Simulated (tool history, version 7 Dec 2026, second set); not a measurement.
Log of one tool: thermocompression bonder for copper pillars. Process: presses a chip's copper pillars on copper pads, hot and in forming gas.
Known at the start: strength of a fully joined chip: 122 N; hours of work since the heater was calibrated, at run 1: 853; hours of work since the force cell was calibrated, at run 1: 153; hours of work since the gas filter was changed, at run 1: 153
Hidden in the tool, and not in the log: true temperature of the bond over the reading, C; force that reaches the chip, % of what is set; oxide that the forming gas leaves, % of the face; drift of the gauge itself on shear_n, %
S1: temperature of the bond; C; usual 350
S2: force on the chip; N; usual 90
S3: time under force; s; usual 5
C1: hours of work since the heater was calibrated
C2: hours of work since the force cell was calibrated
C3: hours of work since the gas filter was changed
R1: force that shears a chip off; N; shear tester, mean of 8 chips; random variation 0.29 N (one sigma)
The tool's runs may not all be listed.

run     day   S1   S2  S3   C1    C2   C3    R1
  1   0.000  350   90   5  853   153  153  56.3
  2   1.762  350   90   5  884   184  184  56.6
      3.338  -- heater calibrated with a thermocouple chip
      3.358  -- forming gas filter changed
  3   3.592  350   90   5    4   214    4  56.5
  4   4.875  350   90   5   27   237   27  56.2
  5   6.150  350   90   5   49   259   49  55.7
  6   7.667  350   90   5   76   286   76  57.0
  7   9.333  350   90   6  105   315  105  60.2
  8  10.950  350   90   5  133   343  133  56.3
  9  11.938  350   90   5  150   360  150  56.3
 10  12.817  350   90   5  166   376  166  56.5
 11  14.217  362   90   5  190   400  190  64.3
     15.375  -- forming gas filter changed
 12  15.908  350   69   5  220   430    9  47.7
 13  17.129  350   69  11  241   451   31  63.1
 14  18.404  366   69  11  263   473   53  74.7
 15  19.579  350  119   5  284   494   74  67.6
 16  20.433  350  119   5  299   509   89  67.3
 17  22.158  350  119   5  329   539  119  68.0
 18  23.308  350   90  13  349   559  139  77.6
 19  25.250  350   90  13  383   593  173  78.7
 20  26.492  350   90  13  405   615  195  78.2
     27.358  -- forming gas filter changed
 21  28.488  351   90   6  440   650   20  61.4
 22  29.933  351   90   6  465   675   45  62.1
 23  31.229  351   90   6  488   698   68  61.4
 24  32.225  351   90   6  505   715   85  62.3
 25  33.171  340   59   5  522   732  102  37.3
 26  34.638  339   72  11  548   758  128  58.1
 27  36.446  338  113   6  579   789  159  62.0
     36.979  -- gauge calibrated
 28  38.146  338  111   6  609   819  189  59.2
     39.350  -- forming gas filter changed
 29  39.838  338  111   6  638   848    9  59.3
 30  41.121  366  118   5  661   871   31  78.0
 31  42.288  366  103   5  681   891   51  72.5
 32  44.250  344   85  10  716   926   86  65.3
 33  45.612  343   90   5  740   950  110  51.8
 34  47.025  343   90   5  764   974  135  52.2
 35  48.433  341  103   5  789   999  159  56.0
 36  50.412  347   89  11  824  1034  194  71.2
     51.304  -- forming gas filter changed
 37  52.400  347   89  11  858  1068   19  71.5
 38  53.333  347   89  11  875  1085   36  71.2
 39  55.029  347  101  11  904  1114   65  77.1
     55.408  -- heater calibrated with a thermocouple chip
     55.838  -- gauge calibrated
 40  56.525  347  101  11   20  1139   90  75.7

Hidden state or all else? Some run-to-run changes of R1, split into what the settings, what came in and random variation would give without the hidden state, and what is left for the hidden state (with any gauge scatter that isn't in both results):
Run 24 -> 25: S1 351 -> 340, S2 90 -> 59, S3 6 -> 5. R1 -25.0 N: hidden state -0.5, all else -24.5.
Run 25 -> 26: S1 340 -> 339, S2 59 -> 72, S3 5 -> 11. R1 +20.8 N: hidden state +0.5, all else +20.3.
Run 27 -> 28: S2 113 -> 111, gauge calibrated. R1 -2.8 N: hidden state -1.6, all else -1.2.
Run 29 -> 30: S1 338 -> 366, S2 111 -> 118, S3 6 -> 5. R1 +18.7 N: hidden state +0.1, all else +18.6.
Run 39 -> 40: heater calibrated with a thermocouple chip, gauge calibrated. R1 -1.4 N: hidden state -1.6, all else +0.2.

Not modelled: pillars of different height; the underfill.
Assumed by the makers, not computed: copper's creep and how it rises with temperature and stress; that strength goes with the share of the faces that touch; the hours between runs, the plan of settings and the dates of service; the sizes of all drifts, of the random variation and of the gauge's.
